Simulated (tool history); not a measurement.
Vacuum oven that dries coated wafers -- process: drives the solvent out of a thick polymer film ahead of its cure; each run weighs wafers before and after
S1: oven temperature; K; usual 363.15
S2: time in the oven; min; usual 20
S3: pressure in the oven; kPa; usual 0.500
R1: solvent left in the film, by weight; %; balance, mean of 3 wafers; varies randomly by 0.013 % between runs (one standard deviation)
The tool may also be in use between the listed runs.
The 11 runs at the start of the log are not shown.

Run 12, day 4.275: usual settings but S2 25 min. Result: R1 0.41 %.
Run 13, day 4.512: usual settings but S2 25 min. Result: R1 0.40 %.
Run 14, day 5.029: usual settings but S2 25 min. Result: R1 0.41 %.
Run 15, day 5.579: usual settings but S2 25 min. Result: R1 0.39 %.
Run 16, day 5.904: usual settings but S2 25 min. Result: R1 0.40 %.
Run 17, day 6.379: usual settings but S2 25 min. Result: R1 0.41 %.
Run 18, day 6.658: usual settings but S2 25 min. Result: R1 0.41 %.
Run 19, day 6.975: usual settings. Result: R1 0.72 %.
Run 20, day 7.312: usual settings. Result: R1 0.75 %.
Run 21, day 7.683: usual settings. Result: R1 0.75 %.
Run 22, day 7.996: usual settings. Result: R1 0.71 %.
Run 23, day 8.467: usual settings. Result: R1 0.73 %.
Run 24, day 8.800: usual settings but S1 353.15 K. Result: R1 2.63 %.
Run 25, day 9.375: usual settings but S1 354.15 K. Result: R1 2.39 %.
Run 26, day 9.854: usual settings but S1 355.15 K, S3 0.358 kPa. Result: R1 2.11 %.
Run 27, day 10.317: usual settings but S1 355.15 K, S3 0.358 kPa. Result: R1 2.09 %.
Run 28, day 10.688: usual settings but S1 355.15 K, S3 0.358 kPa. Result: R1 2.13 %.
Run 29, day 11.008: usual settings but S1 364.15 K, S2 32 min. Result: R1 0.16 %.
Run 30, day 11.317: usual settings but S1 364.15 K, S2 32 min. Result: R1 0.18 %.
Run 31, day 11.729: usual settings but S1 364.15 K, S2 32 min. Result: R1 0.17 %.
Run 32, day 12.108: usual settings but S1 364.15 K, S2 32 min. Result: R1 0.19 %.
Run 33, day 12.417: usual settings but S1 364.15 K, S2 32 min. Result: R1 0.16 %.
Run 34, day 12.925: usual settings but S1 357.15 K. Result: R1 1.70 %.

Predict the results of run 35:
Run 35, day 13.304: usual settings but S1 358.15 K, S2 19 min. Result: R1 ?.

{"run 35": {"R1": 1.65}}
With the hidden condition absent and the run-to-run variation left alone, this run would have shown R1 1.64 %.
